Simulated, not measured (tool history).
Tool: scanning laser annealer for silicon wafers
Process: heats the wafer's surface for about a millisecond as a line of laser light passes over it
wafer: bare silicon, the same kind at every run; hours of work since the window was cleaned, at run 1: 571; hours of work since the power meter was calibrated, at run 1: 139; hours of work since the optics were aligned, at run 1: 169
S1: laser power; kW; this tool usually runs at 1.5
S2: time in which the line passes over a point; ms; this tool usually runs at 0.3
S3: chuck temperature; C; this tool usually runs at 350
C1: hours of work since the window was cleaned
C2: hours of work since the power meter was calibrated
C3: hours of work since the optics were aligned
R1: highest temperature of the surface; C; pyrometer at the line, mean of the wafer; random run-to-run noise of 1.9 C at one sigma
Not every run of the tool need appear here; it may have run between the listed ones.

run 1 hour=0 | S1=1.5 S2=0.3 S3=350 | C1=571 C2=139 C3=169 | R1=1118
run 2 hour=74.1 | S1=1.5 S2=0.3 S3=350 | C1=626 C2=194 C3=224 | R1=1121
run 3 hour=156.8 | S1=1.5 S2=0.3 S3=324 | C1=688 C2=256 C3=286 | R1=1088
run 4 hour=207.4 | S1=1.5 S2=0.3 S3=324 | C1=726 C2=294 C3=324 | R1=1089
run 5 hour=272.3 | S1=1.5 S2=0.3 S3=350 | C1=775 C2=343 C3=372 | R1=1112
run 6 hour=317.5 | S1=1.5 S2=0.3 S3=350 | C1=808 C2=376 C3=406 | R1=1110
run 7 hour=385.6 | S1=1.5 S2=0.326 S3=350 | C1=859 C2=427 C3=457 | R1=1137
-- hour=391.1 window over the wafer cleaned
run 8 hour=462 | S1=1.5 S2=0.3 S3=350 | C1=53 C2=483 C3=513 | R1=1134
run 9 hour=540.7 | S1=1.5 S2=0.25 S3=349 | C1=112 C2=542 C3=572 | R1=1065
run 10 hour=611.7 | S1=1.355 S2=0.353 S3=351 | C1=165 C2=595 C3=625 | R1=1092
-- hour=620.7 optics aligned, line set to its width
run 11 hour=681.6 | S1=1.5 S2=0.344 S3=389 | C1=214 C2=643 C3=46 | R1=1211
run 12 hour=724.7 | S1=1.5 S2=0.344 S3=389 | C1=246 C2=676 C3=78 | R1=1209
-- hour=804.8 optics aligned, line set to its width, once more
run 13 hour=813.2 | S1=1.528 S2=0.344 S3=320 | C1=308 C2=738 C3=6 | R1=1166
run 14 hour=890.1 | S1=1.528 S2=0.323 S3=390 | C1=366 C2=796 C3=64 | R1=1208
run 15 hour=943 | S1=1.528 S2=0.323 S3=390 | C1=405 C2=835 C3=103 | R1=1208

5 ways to go on from here, each from the tool as it stands after run 15. What would each give?
run A hour=989.5 | S1=1.528 S2=0.282 S3=368 | C1=440 C2=870 C3=138 | R1=?
run B hour=989.5 | S1=1.466 S2=0.279 S3=374 | C1=440 C2=870 C3=138 | R1=?
run C hour=989.5 | S1=1.599 S2=0.255 S3=331 | C1=440 C2=870 C3=138 | R1=?
run D hour=989.5 | S1=1.409 S2=0.317 S3=328 | C1=440 C2=870 C3=138 | R1=?
run E hour=989.5 | S1=1.496 S2=0.289 S3=344 | C1=440 C2=870 C3=138 | R1=?

run=A R1=1132
run=B R1=1101
run=C R1=1103
run=D R1=1063
run=E R1=1098
Stripped of hidden state, with their random variation kept, the same runs would have yielded:
run=A R1=1154
run=B R1=1121
run=C R1=1125
run=D R1=1083
run=E R1=1119
